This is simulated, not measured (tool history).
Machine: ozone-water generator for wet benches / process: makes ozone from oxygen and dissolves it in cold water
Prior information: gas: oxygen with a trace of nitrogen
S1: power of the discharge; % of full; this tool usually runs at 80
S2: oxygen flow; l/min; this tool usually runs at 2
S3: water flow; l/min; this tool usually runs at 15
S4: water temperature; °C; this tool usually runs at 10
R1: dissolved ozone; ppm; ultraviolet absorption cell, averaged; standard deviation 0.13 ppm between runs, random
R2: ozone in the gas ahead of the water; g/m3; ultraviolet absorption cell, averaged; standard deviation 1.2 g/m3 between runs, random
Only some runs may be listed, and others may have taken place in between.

run      day  S1    S2  S3  S4    R1     R2
  1        0  80     2  15  10  13.1  208.3
  2    6.138  80     2  15  10  12.9  208.1
  3    9.042  80     2  15  10  12.9    209
  4   13.612  67     2  15  10  11.3  181.5
  5   19.829  67     2  15   8  11.5  181.8
  6   23.304  67     2  15   7  11.8  183.4
  7   28.608  67     2  15   7  11.6  181.1
  8   32.862  80     2  15  10  12.9  208.4
  9   37.083  80     2  15  10  12.9  208.5
 10   41.383  80     2  15  16  12.4  209.5
 11   45.817  80     2  11  10  18.3  208.1
 12   50.917  80     2  11  10  18.2    208
 13   54.004  80     2  11  10  17.9    209
 14   59.946  80     2  11   7  18.7  208.9
 15   63.046  80     2  11   7  18.7  211.1
 16   67.288  80     2  17  10  11.2  208.8
 17   73.592  80     2  17  10  11.3  207.4
 18   77.079  80     2  17  10  11.3  209.3
 19   81.079  80     2  17  10  11.1  209.5
 20   83.917  59     2  15   9  10.3  163.6
 21   88.238  64  1.98  12   7    14  177.4
 22   91.867  64  1.98  12   7  14.1  176.9
      97.138  -- water thermometer calibrated
 23   98.238  44   2.7   9  17  12.5  108.3
 24  104.212  80     2  18  10  10.7  208.9
 25  107.562  80     2  18  10  10.3  209.3
 26  113.742  80     2  18  10  10.6  207.8
 27  118.321  97  2.06  20  15  10.5  241.4
 28  121.704  81  1.03  17  10   9.6  317.1
 29  126.142  81  1.03  17  10   9.6    315
 30  129.579  85  1.03  16  10  10.9  327.2
 31  134.254  88     2  20   6    10    225
 32  137.242  50  1.46  15  10   8.5  173.6
 33  141.604  50  1.46  15  10   8.4  173.5

Here are 3 independent what-if runs from the current tool condition. What would each one return?
  A  145.404  76  1.67   9  10   ?   ?
  B  145.404  50   2.4  17  10   ?   ?
  C  145.404  47     2  15  10   ?   ?

run    R1     R2
  A  20.7  223.7
  B     8  128.7
  C   8.4  135.4
Without the tool's unlogged condition, the same runs would have read:
run    R1     R2
  A  20.8    224
  B     8  128.8
  C   8.4  135.5
